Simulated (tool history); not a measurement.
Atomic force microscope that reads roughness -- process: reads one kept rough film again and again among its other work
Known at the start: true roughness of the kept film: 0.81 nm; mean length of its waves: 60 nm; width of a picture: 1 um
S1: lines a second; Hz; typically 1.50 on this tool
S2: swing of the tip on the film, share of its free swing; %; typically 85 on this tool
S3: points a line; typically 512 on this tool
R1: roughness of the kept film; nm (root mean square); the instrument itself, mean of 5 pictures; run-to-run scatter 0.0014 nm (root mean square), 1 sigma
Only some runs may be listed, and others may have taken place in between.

{"run": 1, "hour": 0.0, "S1": 1.5, "S2": 85, "S3": 512, "R1": 0.724}
{"run": 2, "hour": 9.8, "S1": 1.5, "S2": 85, "S3": 941, "R1": 0.722}
{"run": 3, "hour": 19.1, "S1": 1.5, "S2": 85, "S3": 512, "R1": 0.72}
{"run": 4, "hour": 39.9, "S1": 1.5, "S2": 85, "S3": 512, "R1": 0.721}
{"run": 5, "hour": 51.5, "S1": 1.5, "S2": 85, "S3": 512, "R1": 0.721}
{"run": 6, "hour": 68.1, "S1": 1.5, "S2": 85, "S3": 512, "R1": 0.721}
{"run": 7, "hour": 82.5, "S1": 1.5, "S2": 85, "S3": 512, "R1": 0.722}
{"run": 8, "hour": 100.5, "S1": 1.5, "S2": 85, "S3": 512, "R1": 0.725}
{"run": 9, "hour": 116.7, "S1": 1.5, "S2": 85, "S3": 512, "R1": 0.72}
{"hour": 125.6, "done": "new tip fitted"}
{"run": 10, "hour": 126.2, "S1": 1.5, "S2": 85, "S3": 512, "R1": 0.722}
{"run": 11, "hour": 138.0, "S1": 1.5, "S2": 85, "S3": 512, "R1": 0.724}
{"run": 12, "hour": 157.1, "S1": 1.5, "S2": 85, "S3": 512, "R1": 0.725}
{"run": 13, "hour": 166.2, "S1": 0.65, "S2": 85, "S3": 512, "R1": 0.765}
{"run": 14, "hour": 175.5, "S1": 0.65, "S2": 85, "S3": 512, "R1": 0.764}
{"run": 15, "hour": 192.8, "S1": 0.65, "S2": 85, "S3": 512, "R1": 0.768}
{"run": 16, "hour": 213.0, "S1": 1.09, "S2": 85, "S3": 512, "R1": 0.743}
{"run": 17, "hour": 222.2, "S1": 1.09, "S2": 85, "S3": 512, "R1": 0.744}
{"run": 18, "hour": 232.5, "S1": 1.09, "S2": 56, "S3": 512, "R1": 0.792}
{"run": 19, "hour": 248.5, "S1": 1.09, "S2": 56, "S3": 512, "R1": 0.791}
{"run": 20, "hour": 267.8, "S1": 3.64, "S2": 85, "S3": 609, "R1": 0.631}

What will run 21 give?
{"run": 21, "hour": 286.3, "S1": 3.64, "S2": 85, "S3": 609, "R1": "?"}

Run 21 yielded R1 0.633 nm (root mean square).
If the tool had no hidden condition, the same run with the same run-to-run variation would have returned R1 0.634 nm (root mean square).
